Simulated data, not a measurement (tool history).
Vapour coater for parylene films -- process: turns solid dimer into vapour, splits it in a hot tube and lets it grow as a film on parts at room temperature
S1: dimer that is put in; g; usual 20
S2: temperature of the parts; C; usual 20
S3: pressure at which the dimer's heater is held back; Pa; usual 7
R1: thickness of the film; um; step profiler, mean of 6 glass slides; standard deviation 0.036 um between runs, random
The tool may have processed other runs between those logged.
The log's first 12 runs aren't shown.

Run 13, hour 188.7: usual settings. Result: R1 5.12 um.
Run 14, hour 207.9: usual settings. Result: R1 5.11 um.
Run 15, hour 221: usual settings. Result: R1 5.03 um.
Run 16, hour 236: usual settings. Result: R1 5.1 um.
Run 17, hour 251.9: usual settings. Result: R1 5.09 um.
Run 18, hour 270.5: usual settings. Result: R1 5.08 um.
Run 19, hour 283.4: usual settings. Result: R1 5.1 um.
Run 20, hour 297: usual settings. Result: R1 5.11 um.
Run 21, hour 307.1: usual settings. Result: R1 5.09 um.
Run 22, hour 325.7: usual settings but S1 9 g, S2 26 C, S3 2.83 Pa. Result: R1 2.16 um.
Run 23, hour 334.8: usual settings but S1 9 g, S2 26 C, S3 2.83 Pa. Result: R1 2.12 um.
Run 24, hour 355.4: usual settings but S2 28 C, S3 9.11 Pa. Result: R1 4.07 um.
Run 25, hour 371.2: usual settings but S1 9 g, S2 24 C, S3 4.01 Pa. Result: R1 2.17 um.
Run 26, hour 389.1: usual settings but S2 21 C. Result: R1 4.93 um.
Run 27, hour 400.2: usual settings but S1 22 g, S2 16 C. Result: R1 6.17 um.
Run 28, hour 413.5: usual settings but S1 22 g, S2 16 C. Result: R1 6.2 um.
Run 29, hour 431.9: usual settings but S1 9 g. Result: R1 2.28 um.
Run 30, hour 443.7: usual settings but S2 31 C, S3 2.99 Pa. Result: R1 4.16 um.
At hour 456.7: trap's valve overhauled.
Run 31, hour 460.6: usual settings but S2 31 C, S3 2.99 Pa. Result: R1 4.22 um.
Run 32, hour 475.2: usual settings but S1 21 g, S2 31 C, S3 5.76 Pa. Result: R1 4.15 um.
Run 33, hour 494.2: usual settings but S1 19 g, S2 31 C, S3 6.38 Pa. Result: R1 3.68 um.
Run 34, hour 513.4: usual settings but S2 19 C. Result: R1 5.28 um.
Run 35, hour 528.7: usual settings but S2 25 C. Result: R1 4.47 um.
Run 36, hour 548.8: usual settings but S1 12 g, S2 12 C, S3 7.15 Pa. Result: R1 3.67 um.

Predict each of these 3 candidate next runs independently; none follows another, all start after run 36:
Run A, hour 567.8: usual settings but S1 12 g, S2 27 C, S3 7.15 Pa. Result: R1 ?.
Run B, hour 567.8: usual settings but S1 12 g, S2 12 C, S3 7.15 Pa. Result: R1 ?.
Run C, hour 567.8: usual settings but S1 14 g, S2 21 C, S3 7.15 Pa. Result: R1 ?.

run    R1
  A  2.55
  B   3.7
  C   3.5
With the hidden condition removed and each run's random variation left untouched, the same runs would have given:
run    R1
  A  2.55
  B   3.7
  C   3.5

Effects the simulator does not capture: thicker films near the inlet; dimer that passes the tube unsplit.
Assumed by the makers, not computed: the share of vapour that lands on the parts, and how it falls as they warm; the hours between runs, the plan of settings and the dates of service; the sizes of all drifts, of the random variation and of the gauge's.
